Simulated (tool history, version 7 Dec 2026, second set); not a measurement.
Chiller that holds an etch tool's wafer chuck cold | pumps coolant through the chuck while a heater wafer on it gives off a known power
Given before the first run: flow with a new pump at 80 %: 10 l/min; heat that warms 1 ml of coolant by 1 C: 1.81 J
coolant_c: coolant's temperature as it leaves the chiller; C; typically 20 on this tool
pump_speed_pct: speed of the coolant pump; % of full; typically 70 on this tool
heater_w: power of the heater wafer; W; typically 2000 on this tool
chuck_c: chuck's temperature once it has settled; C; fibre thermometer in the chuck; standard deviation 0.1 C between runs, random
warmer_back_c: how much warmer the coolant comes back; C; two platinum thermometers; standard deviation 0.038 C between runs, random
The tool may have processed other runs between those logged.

run 1 day=0.000 | coolant_c=20 pump_speed_pct=70 heater_w=2000 | chuck_c=40.1 warmer_back_c=7.63
run 2 day=3.112 | coolant_c=20 pump_speed_pct=70 heater_w=2000 | chuck_c=40.1 warmer_back_c=7.58
run 3 day=6.533 | coolant_c=20 pump_speed_pct=70 heater_w=1360 | chuck_c=33.7 warmer_back_c=5.14
run 4 day=9.558 | coolant_c=20 pump_speed_pct=93 heater_w=1360 | chuck_c=31.6 warmer_back_c=3.85
run 5 day=13.708 | coolant_c=20 pump_speed_pct=93 heater_w=1360 | chuck_c=31.5 warmer_back_c=3.90
run 6 day=17.858 | coolant_c=17 pump_speed_pct=74 heater_w=2000 | chuck_c=36.5 warmer_back_c=7.14
run 7 day=20.267 | coolant_c=17 pump_speed_pct=74 heater_w=2000 | chuck_c=36.5 warmer_back_c=7.18
run 8 day=22.996 | coolant_c=25 pump_speed_pct=70 heater_w=2000 | chuck_c=45.1 warmer_back_c=7.69
run 9 day=27.658 | coolant_c=20 pump_speed_pct=70 heater_w=1869 | chuck_c=39.0 warmer_back_c=7.16
run 10 day=30.717 | coolant_c=21 pump_speed_pct=77 heater_w=2248 | chuck_c=42.4 warmer_back_c=7.66

What if the next run were any one of these 4? Each begins from the tool's condition after run 10:
run A day=32.608 | coolant_c=20 pump_speed_pct=80 heater_w=2000 | chuck_c=? warmer_back_c=?
run B day=32.608 | coolant_c=20 pump_speed_pct=70 heater_w=2716 | chuck_c=? warmer_back_c=?
run C day=32.608 | coolant_c=20 pump_speed_pct=93 heater_w=2000 | chuck_c=? warmer_back_c=?
run D day=32.608 | coolant_c=15 pump_speed_pct=82 heater_w=1044 | chuck_c=? warmer_back_c=?

run=A chuck_c=38.7 warmer_back_c=6.60
run=B chuck_c=47.6 warmer_back_c=10.34
run=C chuck_c=37.1 warmer_back_c=5.65
run=D chuck_c=24.6 warmer_back_c=3.41
With the hidden condition removed and each run's random variation left untouched, the same runs would have given:
run=A chuck_c=38.7 warmer_back_c=6.60
run=B chuck_c=47.6 warmer_back_c=10.34
run=C chuck_c=37.1 warmer_back_c=5.65
run=D chuck_c=24.6 warmer_back_c=3.41
